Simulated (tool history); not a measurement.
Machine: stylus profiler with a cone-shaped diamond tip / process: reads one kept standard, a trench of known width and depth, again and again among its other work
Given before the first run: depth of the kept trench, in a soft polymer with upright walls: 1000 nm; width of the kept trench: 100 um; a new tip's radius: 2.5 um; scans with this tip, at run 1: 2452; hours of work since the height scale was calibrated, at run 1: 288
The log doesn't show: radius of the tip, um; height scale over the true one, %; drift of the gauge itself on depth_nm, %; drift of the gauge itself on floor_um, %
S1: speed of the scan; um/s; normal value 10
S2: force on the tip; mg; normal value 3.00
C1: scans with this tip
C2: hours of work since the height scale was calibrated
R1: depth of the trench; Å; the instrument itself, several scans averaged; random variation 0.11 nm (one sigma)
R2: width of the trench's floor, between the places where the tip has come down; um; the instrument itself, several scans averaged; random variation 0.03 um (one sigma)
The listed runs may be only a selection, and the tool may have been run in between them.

| run | hour | S1 | S2 | C1 | C2 | R1 | R2 |
|---|---|---|---|---|---|---|---|
| 1 | 0.0 | 10 | 3.00 | 2452 | 288 | 10123.6 | 95.52 |
| 2 | 22.8 | 10 | 3.00 | 2537 | 298 | 10122.7 | 95.52 |
| 3 | 50.2 | 10 | 3.00 | 2639 | 310 | 10125.4 | 95.44 |
| 4 | 74.7 | 10 | 3.00 | 2729 | 321 | 10125.0 | 95.52 |
| 5 | 91.4 | 10 | 3.00 | 2791 | 328 | 10126.9 | 95.46 |
| 6 | 112.5 | 10 | 3.00 | 2870 | 337 | 10125.3 | 95.41 |
| 7 | 132.0 | 10 | 3.00 | 2942 | 346 | 10125.7 | 95.39 |
| 8 | 145.1 | 10 | 2.50 | 2991 | 352 | 10112.3 | 95.47 |
| 9 | 167.2 | 10 | 8.77 | 3073 | 361 | 10244.7 | 95.41 |
| 10 | 184.6 | 10 | 8.77 | 3138 | 369 | 10244.1 | 95.47 |
| 11 | 208.2 | 10 | 8.77 | 3225 | 379 | 10245.6 | 95.44 |
| 12 | 228.3 | 10 | 8.77 | 3300 | 388 | 10246.1 | 95.43 |
| 13 | 250.3 | 7 | 1.32 | 3382 | 398 | 10078.3 | 95.42 |
| 14 | 269.8 | 7 | 2.99 | 3454 | 406 | 10124.6 | 95.35 |
| 15 | 291.6 | 7 | 2.99 | 3535 | 416 | 10126.1 | 95.38 |
| 16 | 311.6 | 7 | 1.01 | 3609 | 424 | 10067.2 | 95.31 |
| 17 | 326.5 | 7 | 1.01 | 3665 | 431 | 10068.1 | 95.32 |
| 18 | 347.3 | 10 | 1.64 | 3742 | 440 | 10089.6 | 95.34 |
| 19 | 359.1 | 6 | 2.98 | 3785 | 445 | 10124.2 | 95.36 |
| 20 | 376.3 | 6 | 2.98 | 3849 | 452 | 10126.7 | 95.38 |
| 21 | 398.5 | 2 | 1.14 | 3932 | 462 | 10071.7 | 95.37 |
| 22 | 418.7 | 15 | 1.14 | 4007 | 471 | 10072.5 | 95.27 |
| 23 | 431.7 | 17 | 5.30 | 4055 | 477 | 10179.5 | 95.31 |
| 24 | 451.1 | 17 | 5.30 | 4127 | 485 | 10180.5 | 95.35 |

5 options for the next run, each taken on its own from the tool as it stands now. Forecast them:
| A | 464.0 | 9 | 7.27 | 4175 | 491 | ? | ? |
| B | 464.0 | 6 | 1.54 | 4175 | 491 | ? | ? |
| C | 464.0 | 5 | 2.28 | 4175 | 491 | ? | ? |
| D | 464.0 | 2 | 1.78 | 4175 | 491 | ? | ? |
| E | 464.0 | 18 | 1.15 | 4175 | 491 | ? | ? |

| run | R1 | R2 |
|---|---|---|
| A | 10219.8 | 95.29 |
| B | 10086.8 | 95.31 |
| C | 10110.1 | 95.32 |
| D | 10095.0 | 95.27 |
| E | 10074.9 | 95.23 |
Stripped of hidden state, with their random variation kept, the same runs would have yielded:
| run | R1 | R2 |
|---|---|---|
| A | 10205.8 | 95.97 |
| B | 10072.9 | 96.00 |
| C | 10096.2 | 96.00 |
| D | 10081.1 | 95.95 |
| E | 10061.0 | 95.91 |

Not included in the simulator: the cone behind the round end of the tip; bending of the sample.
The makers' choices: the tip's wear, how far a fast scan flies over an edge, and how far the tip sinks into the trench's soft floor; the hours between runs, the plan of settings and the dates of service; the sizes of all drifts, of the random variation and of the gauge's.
